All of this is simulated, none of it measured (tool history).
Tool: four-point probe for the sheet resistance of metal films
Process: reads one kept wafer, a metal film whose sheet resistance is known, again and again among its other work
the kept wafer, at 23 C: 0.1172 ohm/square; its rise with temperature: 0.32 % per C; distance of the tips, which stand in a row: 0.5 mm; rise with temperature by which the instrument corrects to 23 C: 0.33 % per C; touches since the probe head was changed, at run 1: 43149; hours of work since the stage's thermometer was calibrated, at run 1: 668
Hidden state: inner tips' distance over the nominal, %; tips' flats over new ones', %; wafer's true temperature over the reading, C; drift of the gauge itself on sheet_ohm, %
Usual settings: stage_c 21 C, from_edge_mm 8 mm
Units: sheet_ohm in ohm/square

run	day	stage_c	from_edge_mm	touches since the probe head was changed	hours of work since the stage's thermometer was calibrated	sheet_ohm
1	0.000	21	8	43149	668	0.117454
2	1.062	21	8	44730	687	0.117478
3	1.896	33	8	45969	701	0.117348
4	2.462	33	8	46817	710	0.117322
5	3.462	33	8	48301	727	0.117300
6	4.271	21	8	49509	741	0.117473
7	5.171	21	74	50845	756	0.117199
8	5.900	21	74	51933	769	0.117203
9	7.054	27	10	53649	789	0.117311
10	8.167	21	58	55307	808	0.117275
11	9.258	18	16	56932	826	0.117339
12	10.079	34	51	58151	840	0.117097
13	11.138	34	51	59724	858	0.117053

The next listed run, before its measurement:
14	11.917	19	50	60884	871	?

{"run 14": {"sheet_ohm": 0.117277}}
Without the tool's hidden state the same run would have given sheet_ohm 0.117277 ohm/square.
